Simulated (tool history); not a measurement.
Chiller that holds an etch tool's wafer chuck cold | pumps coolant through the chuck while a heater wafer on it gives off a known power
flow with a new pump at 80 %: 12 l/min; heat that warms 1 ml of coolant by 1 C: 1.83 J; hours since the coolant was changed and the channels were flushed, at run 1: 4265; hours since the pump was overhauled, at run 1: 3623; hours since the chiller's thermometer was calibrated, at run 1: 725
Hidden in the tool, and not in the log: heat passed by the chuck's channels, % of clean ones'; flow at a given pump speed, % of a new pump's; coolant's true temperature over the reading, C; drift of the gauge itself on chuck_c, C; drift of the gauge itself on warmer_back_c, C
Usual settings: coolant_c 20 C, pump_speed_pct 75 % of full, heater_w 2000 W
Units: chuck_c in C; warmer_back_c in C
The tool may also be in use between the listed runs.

run    hour  coolant_c  pump_speed_pct  heater_w  hours since the coolant was changed and the channels were flushed  hours since the pump was overhauled  hours since the chiller's thermometer was calibrated  chuck_c  warmer_back_c
  1     0.0         20              75      2000                                                               4265                                 3623                                                   725     33.0           5.87
  2    70.4         20              75      2000                                                               4335                                 3694                                                   795     32.9           5.90
  3   122.9         20              75      2865                                                               4387                                 3746                                                   848     38.6           8.51
  4   204.2         20              75      2865                                                               4469                                 3827                                                   929     38.5           8.48
  5   288.9         20              75      1063                                                               4553                                 3912                                                  1014     26.7           3.21
  6   353.2         20              75      1063                                                               4618                                 3976                                                  1078     26.8           3.24
  7   431.5         20              75      1063                                                               4696                                 4055                                                  1156     26.8           3.33
  8   513.3         20              75      1063                                                               4778                                 4137                                                  1238     26.8           3.37
  9   579.7         20              75      1063                                                               4844                                 4203                                                  1304     27.0           3.39
 10   666.0         20              75      1063                                                               4931                                 4289                                                  1391     27.1           3.36
 11   706.7         20              75      1063                                                               4971                                 4330                                                  1431     27.0           3.43
 12   783.1         20              81      1063                                                               5048                                 4406                                                  1508     26.5           3.21
 13   833.5         20              81      1063                                                               5098                                 4457                                                  1558     26.7           3.21
 14   926.0         20              61      2047                                                               5191                                 4549                                                  1651     35.8           7.88
      978.9  -- gauge calibrated
 15   986.3         13              75      2302                                                               5251                                 4610                                                  1711     28.1           6.69
 16  1072.1         20              78      2508                                                               5337                                 4695                                                  1797     35.8           7.05
 17  1123.3         15              97      2246                                                               5388                                 4747                                                  1848     26.9           5.05
 18  1213.0         24              68      1811                                                               5478                                 4836                                                  1938     36.7           6.02
 19  1292.7         24              68      1811                                                               5557                                 4916                                                  2017     36.6           6.05
 20  1385.6         24              68      1811                                                               5650                                 5009                                                  2110     36.6           6.08
 21  1456.5         17              75      1671                                                               5721                                 5080                                                  2181     27.9           5.14
 22  1518.6         20              75      1214                                                               5783                                 5142                                                  2243     27.9           3.76

Forecast each of these 3 alternatives for the next run:
  A  1579.6         20              75      1613                                                               5844                                 5203                                                  2304        ?              ?
  B  1579.6         16              75      1685                                                               5844                                 5203                                                  2304        ?              ?
  C  1579.6         20              65      1459                                                               5844                                 5203                                                  2304        ?              ?

run  chuck_c  warmer_back_c
  A     30.6           5.07
  B     26.9           5.15
  C     30.8           5.23
Without the tool's hidden state the same runs would have given:
run  chuck_c  warmer_back_c
  A     30.5           4.83
  B     26.9           4.91
  C     30.7           4.99
